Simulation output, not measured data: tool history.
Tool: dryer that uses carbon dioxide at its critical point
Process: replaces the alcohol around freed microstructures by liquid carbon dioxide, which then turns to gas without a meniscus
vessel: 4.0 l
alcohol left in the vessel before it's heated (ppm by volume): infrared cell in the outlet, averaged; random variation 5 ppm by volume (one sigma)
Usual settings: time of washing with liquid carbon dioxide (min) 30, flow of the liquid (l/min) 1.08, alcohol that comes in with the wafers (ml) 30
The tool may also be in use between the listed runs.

run  hour  time of washing with liquid carbon dioxide (min)  flow of the liquid (l/min)  alcohol that comes in with the wafers (ml)  alcohol left in the vessel before it's heated (ppm by volume)
  1     0                                                30                        1.08                                          30                                                             97
  2     5                                                30                        1.08                                          30                                                            105
  3   9.7                                                30                        1.08                                          28                                                            106
  4  14.4                                                30                        1.08                                          28                                                            107
  5  23.2                                                30                         1.4                                          28                                                             84
  6  27.5                                                30                         1.4                                          28                                                             83
  7  34.7                                                30                         1.4                                          28                                                             82
  8  40.8                                                36                        1.24                                          40                                                             93
  9  46.6                                                25                         1.8                                          22                                                             81
 10  56.7                                                48                        0.82                                          38                                                             94
 11  65.2                                                20                        1.81                                          24                                                             96
 12    74                                                44                        1.11                                          33                                                             90

4 ways to go on from here, each from the tool as it stands after run 12. What would each give?
  A  83.4                                                44                        1.11                                          51                                                              ?
  B  83.4                                                23                        1.43                                          33                                                              ?
  C  83.4                                                26                        1.08                                          54                                                              ?
  D  83.4                                                37                        1.08                                          87                                                              ?

run  alcohol left in the vessel before it's heated (ppm by volume)
  A                                                             89
  B                                                            128
  C                                                            208
  D                                                            114
Without the tool's hidden state the same runs would have given:
run  alcohol left in the vessel before it's heated (ppm by volume)
  A                                                              1
  B                                                             33
  C                                                             99
  D                                                             23
